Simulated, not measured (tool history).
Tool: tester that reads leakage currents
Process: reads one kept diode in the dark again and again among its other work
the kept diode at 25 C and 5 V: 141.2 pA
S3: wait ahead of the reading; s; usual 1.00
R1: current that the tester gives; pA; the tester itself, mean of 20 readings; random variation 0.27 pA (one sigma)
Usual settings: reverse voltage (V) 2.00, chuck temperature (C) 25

Run 1, hour 0.0: usual settings. Result: R1 94.53 pA.
Run 2, hour 36.7: usual settings. Result: R1 94.92 pA.
Run 3, hour 76.9: usual settings. Result: R1 94.60 pA.
Run 4, hour 130.2: usual settings. Result: R1 95.17 pA.
Run 5, hour 156.9: usual settings. Result: R1 94.96 pA.
Run 6, hour 197.8: usual settings. Result: R1 94.90 pA.
Run 7, hour 242.3: usual settings. Result: R1 94.65 pA.
Run 8, hour 268.3: usual settings but chuck temperature (C) 45. Result: R1 505.87 pA.
Run 9, hour 328.5: usual settings but chuck temperature (C) 56. Result: R1 1166.63 pA.
Run 10, hour 370.6: usual settings but chuck temperature (C) 56. Result: R1 1165.86 pA.
At hour 427.7: chuck's temperature calibrated.
Run 11, hour 429.0: usual settings. Result: R1 89.33 pA.
Run 12, hour 461.4: usual settings but chuck temperature (C) 42. Result: R1 376.71 pA.
Run 13, hour 498.7: usual settings but chuck temperature (C) 42. Result: R1 376.01 pA.
Run 14, hour 527.2: usual settings but chuck temperature (C) 42. Result: R1 375.96 pA.
Run 15, hour 557.2: usual settings but chuck temperature (C) 42. Result: R1 376.24 pA.
Run 16, hour 613.9: usual settings but reverse voltage (V) 2.53. Result: R1 101.57 pA.
Run 17, hour 642.2: usual settings but reverse voltage (V) 5.28, chuck temperature (C) 44, S3 3.11 s. Result: R1 721.86 pA.
Run 18, hour 697.8: usual settings but reverse voltage (V) 5.28, chuck temperature (C) 44, S3 3.11 s. Result: R1 724.68 pA.
Run 19, hour 740.3: usual settings but reverse voltage (V) 5.28, chuck temperature (C) 44, S3 3.11 s. Result: R1 717.01 pA.
Run 20, hour 765.6: usual settings but reverse voltage (V) 11.72, chuck temperature (C) 22, S3 1.40 s. Result: R1 176.44 pA.
Run 21, hour 791.0: usual settings but reverse voltage (V) 11.72, chuck temperature (C) 22, S3 1.40 s. Result: R1 177.19 pA.
Run 22, hour 847.5: usual settings but reverse voltage (V) 1.66, chuck temperature (C) 49, S3 5.13 s. Result: R1 597.91 pA.
Run 23, hour 889.0: usual settings but chuck temperature (C) 30, S3 2.84 s. Result: R1 139.70 pA.
Run 24, hour 936.8: usual settings but chuck temperature (C) 30. Result: R1 140.38 pA.
Run 25, hour 963.7: usual settings but reverse voltage (V) 1.32, chuck temperature (C) 30, S3 7.57 s. Result: R1 113.19 pA.
Run 26, hour 1009.0: usual settings but chuck temperature (C) 38, S3 0.41 s. Result: R1 275.20 pA.
Run 27, hour 1038.3: usual settings but chuck temperature (C) 38, S3 0.41 s. Result: R1 275.87 pA.
Run 28, hour 1091.1: usual settings but reverse voltage (V) 3.84, chuck temperature (C) 21, S3 0.67 s. Result: R1 90.96 pA.
Run 29, hour 1152.5: usual settings but reverse voltage (V) 3.84, chuck temperature (C) 21, S3 0.67 s. Result: R1 90.89 pA.

Some steps in R1 between neighbouring runs. How much of each would the tool show without its hidden state too (settings, what came in, random variation), and how much is left for the hidden state, with any gauge scatter that isn't in both results?
The hidden state here: stray current of the dirty probe card, pA a volt; current scale over the true one, %; true chuck temperature over the reading, C; drift of the gauge itself on leakage_pa, %.
Run 8 -> 9: chuck temperature (C) 45 -> 56. R1 +660.76 pA: hidden state +20.56, all else +640.20.
Run 10 -> 11: chuck temperature (C) 56 -> 25, chuck's temperature calibrated. R1 -1076.53 pA: hidden state -40.06, all else -1036.47.
